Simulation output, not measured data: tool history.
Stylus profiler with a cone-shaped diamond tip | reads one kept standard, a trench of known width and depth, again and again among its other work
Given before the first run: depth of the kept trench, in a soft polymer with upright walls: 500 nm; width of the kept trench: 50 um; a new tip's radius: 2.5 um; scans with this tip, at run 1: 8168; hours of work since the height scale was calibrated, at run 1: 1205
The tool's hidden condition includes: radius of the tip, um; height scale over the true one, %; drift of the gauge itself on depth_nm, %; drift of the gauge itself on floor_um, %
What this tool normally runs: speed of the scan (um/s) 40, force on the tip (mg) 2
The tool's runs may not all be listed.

run	day	speed of the scan (um/s)	force on the tip (mg)	scans with this tip	hours of work since the height scale was calibrated	depth of the trench (Å)	width of the trench's floor (µm)
1	0	40	2	8168	1205	5020.3	46.35
2	2.517	27	2	8424	1243	5019.2	46.48
3	8.008	27	2	8983	1326	5016.3	46.4
4	11.846	27	2	9373	1383	5015.9	46.41
5	16.317	27	2	9828	1450	5015.5	46.36
6	19.971	27	2	10200	1505	5012.4	46.32
7	25.542	27	2	10767	1589	5010.8	46.4
8	29.729	13	3.91	11193	1652	5035.5	46.39
9	34.346	14	2.16	11662	1721	5009.7	46.31
10	37.812	20	2.91	12015	1773	5018.4	46.34
11	40.838	26	0.88	12323	1819	4983.7	46.22
12	45.038	26	0.77	12750	1882	4976.7	46.22
13	50.558	26	0.77	13312	1965	4979.5	46.19
14	54.533	26	0.77	13716	2024	4976.2	46.19

Below, some changes in depth of the trench (Å) between adjacent runs. For each, the amount present without the hidden state too (settings, incoming material, random variation) and the amount remaining for the hidden state with gauge scatter not shared by both compared results:
Run 10 -> 11: speed of the scan (um/s) 20 -> 26, force on the tip (mg) 2.91 -> 0.88. depth of the trench (Å) -34.7: hidden state -0.7, all else -34.
Run 12 -> 13: no setting changed, nothing entered. depth of the trench (Å) +2.8: hidden state -2.3, all else +5.1.

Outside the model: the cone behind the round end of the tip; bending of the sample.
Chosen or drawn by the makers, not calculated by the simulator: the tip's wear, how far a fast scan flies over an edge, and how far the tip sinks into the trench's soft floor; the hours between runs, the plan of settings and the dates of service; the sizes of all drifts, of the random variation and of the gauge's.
